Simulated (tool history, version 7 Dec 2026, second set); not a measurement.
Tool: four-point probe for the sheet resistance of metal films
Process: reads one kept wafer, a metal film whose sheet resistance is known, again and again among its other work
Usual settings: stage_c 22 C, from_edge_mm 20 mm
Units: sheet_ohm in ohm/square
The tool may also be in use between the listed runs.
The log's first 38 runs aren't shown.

run    hour  stage_c  from_edge_mm  sheet_ohm
 39  1946.7       29             3  10.659342
 40  1981.9       29             3  10.657004
 41  2046.3       33            36  10.077298
 42  2114.4       28            42  10.101202
 43    2178       19            19  10.156585
 44  2238.7       19            19   10.15567
 45  2299.7       19            19  10.153094
 46  2353.4       22             4  10.455827

3 ways to go on from here, each from the tool as it stands after run 46. What would each give?
  A  2395.7       34            18          ?
  B  2395.7       22            17          ?
  C  2395.7       25             5          ?

run  sheet_ohm
  A   10.08486
  B  10.147273
  C  10.325891
Without the tool's hidden state the same runs would have given:
run  sheet_ohm
  A  10.061184
  B  10.123615
  C  10.301817

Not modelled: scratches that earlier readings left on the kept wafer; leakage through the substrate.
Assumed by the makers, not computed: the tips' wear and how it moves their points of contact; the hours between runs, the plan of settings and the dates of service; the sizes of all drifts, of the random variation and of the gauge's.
